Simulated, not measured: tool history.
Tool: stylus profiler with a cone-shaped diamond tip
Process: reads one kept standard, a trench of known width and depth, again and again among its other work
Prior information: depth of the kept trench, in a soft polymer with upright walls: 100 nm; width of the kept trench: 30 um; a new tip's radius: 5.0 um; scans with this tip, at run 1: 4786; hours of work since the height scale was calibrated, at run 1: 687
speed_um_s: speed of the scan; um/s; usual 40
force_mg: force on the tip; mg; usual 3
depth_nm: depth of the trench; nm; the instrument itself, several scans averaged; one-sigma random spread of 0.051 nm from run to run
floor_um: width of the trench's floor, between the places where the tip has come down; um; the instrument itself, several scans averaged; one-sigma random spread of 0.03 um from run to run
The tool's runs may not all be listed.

run   hour  speed_um_s  force_mg  scans with this tip  hours of work since the height scale was calibrated  depth_nm  floor_um
  1      0          40         3                 4786                                                  687    101.84     27.45
  2    8.3          40         3                 4830                                                  693    101.88     27.51
  3   22.2          33         3                 4904                                                  704    101.82     27.45
  4     37          33         3                 4982                                                  715     101.9     27.46
  5   45.2          33         3                 5025                                                  721    101.88     27.48
  6   53.2          33         3                 5067                                                  727    101.84     27.47
  7     65          40      1.48                 5130                                                  736    101.22     27.37
  8   73.4          40      7.11                 5174                                                  743    103.07     27.57
  9     80          40      7.11                 5209                                                  748    103.05     27.49
 10   87.6          40      4.32                 5249                                                  753    102.26     27.46
 11  101.5          40      4.32                 5323                                                  764    102.36     27.46
 12  110.9          40      4.32                 5372                                                  771    102.28     27.45
 13  126.8          40      7.32                 5456                                                  783    103.15     27.52
 14  138.4          40      7.32                 5518                                                  792    103.17     27.52
 15  145.4          40       1.2                 5554                                                  797    101.12     27.22
 16    155          40       1.2                 5605                                                  804    101.11     27.25
 17  168.3          40       1.2                 5676                                                  815    101.25     27.31
 18  183.9          40       1.2                 5758                                                  826     101.1     27.28
 19  198.6          40       1.2                 5836                                                  838    101.08     27.21
 20  209.2          10      1.43                 5891                                                  846    101.24     27.57
 21  219.1          70      7.14                 5944                                                  853    103.17     27.41
 22  225.5          70      7.14                 5978                                                  858    103.24     27.44
 23  240.1          70      7.14                 6055                                                  869    103.21     27.34
 24    253         156      1.04                 6123                                                  879    101.02     26.05
 25  267.1         158      2.39                 6198                                                  890    101.62      26.6
 26  275.6         101      2.47                 6243                                                  896    101.61     26.91
 27  287.3          71      1.13                 6304                                                  905    101.13     26.93
 28  299.3          29       3.1                 6368                                                  914    101.88     27.45

For run 29, what comes out?
 29  306.5          29       3.1                 6406                                                  919         ?         ?

Run 29 gave depth_nm 101.99 nm, floor_um 27.53 um.
Were there no unlogged condition in the tool, this run, its random variation unchanged, would have produced depth_nm 101.67 nm, floor_um 27.93 um.
